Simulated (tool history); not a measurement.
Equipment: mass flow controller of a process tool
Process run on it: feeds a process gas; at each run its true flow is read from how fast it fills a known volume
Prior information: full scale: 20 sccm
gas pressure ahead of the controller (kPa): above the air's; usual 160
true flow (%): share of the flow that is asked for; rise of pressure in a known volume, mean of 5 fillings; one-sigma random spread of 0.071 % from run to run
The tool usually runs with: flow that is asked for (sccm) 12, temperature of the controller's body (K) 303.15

run     hour  flow that is asked for (sccm)  gas pressure ahead of the controller (kPa)  temperature of the controller's body (K)  true flow (%)
  1        0                             12                                         160                                    303.15          99.24
  2    286.7                             12                                         160                                    303.15          99.37
  3      560                             12                                         160                                    303.15           99.2
  4    781.9                             12                                         160                                    303.15          99.12
  5    964.5                             12                                         160                                    303.15          99.17
  6   1235.9                             12                                         160                                    303.15          99.16
  7     1433                             12                                         160                                    303.15          99.12
  8   1663.2                             12                                         160                                    303.15          99.17
  9   1868.1                              8                                         160                                    303.15          98.85
 10   2077.3                             12                                         160                                    296.15          98.85
 11   2338.9                             12                                         160                                    296.15          98.77
 12     2668                             12                                         271                                    303.15          98.92
 13   3002.8                             12                                         271                                    303.15          98.74
 14   3330.1                              4                                         271                                    303.15          98.34
 15   3702.4                              4                                         271                                    303.15           98.3
 16   3869.9                              4                                         271                                    303.15          98.39
 17   4040.3                             12                                         160                                    303.15          98.97
        4057  -- controller's zero set anew
 18   4397.4                              6                                         160                                    303.15          98.67
 19     4759                             12                                         140                                    303.15          98.97
 20     4918                             12                                         140                                    303.15          98.95
      5178.4  -- controller's zero set anew, once more
 21   5178.4                             12                                         160                                    303.15          98.64
 22   5539.8                             12                                         160                                    303.15          98.76
 23   5760.6                             12                                         163                                    303.15          98.81
 24   6066.1                             12                                         160                                    303.15          98.73
 25   6343.1                             10                                         242                                    309.15          98.76
 26   6581.3                              3                                         242                                    305.15          98.11
 27   6940.5                              3                                         165                                    301.15          98.09
 28   7240.4                              5                                         177                                    305.15          98.15
 29     7523                              5                                         177                                    305.15          98.06
 30   7838.5                             11                                         160                                    303.15          98.54
 31   8139.5                              3                                         183                                    311.15          98.45
 32   8412.8                              3                                         183                                    311.15          98.31
 33   8591.2                              5                                         148                                    310.15          98.52
 34   8943.6                             18                                         160                                    304.15           99.1
 35   9265.3                             16                                         160                                    296.15          98.63
 36   9468.1                             16                                         160                                    296.15          98.68
 37   9814.3                             11                                         179                                    309.15          98.53
 38  10165.3                             11                                         179                                    303.15          98.25
 39  10388.4                              3                                         179                                    303.15          98.24
 40  10732.4                              9                                         143                                    297.15          98.01
 41    10914                              7                                         273                                    294.15          97.56
 42  11220.1                              7                                         273                                    294.15          97.67
 43  11597.3                              7                                         273                                    294.15          97.56
 44  11964.6                              9                                         277                                    299.15          97.84
 45    12256                              9                                         156                                    299.15          97.97
 46  12478.4                              9                                         156                                    299.15          97.97
 47  12763.5                              2                                         272                                    301.15          98.57

What if the next run were any one of these 4? Each begins from the tool's condition after run 47:
  A  13062.9                              2                                         160                                    301.15              ?
  B  13062.9                              2                                         160                                    304.15              ?
  C  13062.9                             18                                         160                                    303.15              ?
  D  13062.9                              2                                         272                                    297.15              ?

run  true flow (%)
  A          98.63
  B          98.84
  C          98.81
  D          98.54
Without the tool's hidden state the same runs would have given:
run  true flow (%)
  A          98.26
  B          98.47
  C          100.1
  D          98.18

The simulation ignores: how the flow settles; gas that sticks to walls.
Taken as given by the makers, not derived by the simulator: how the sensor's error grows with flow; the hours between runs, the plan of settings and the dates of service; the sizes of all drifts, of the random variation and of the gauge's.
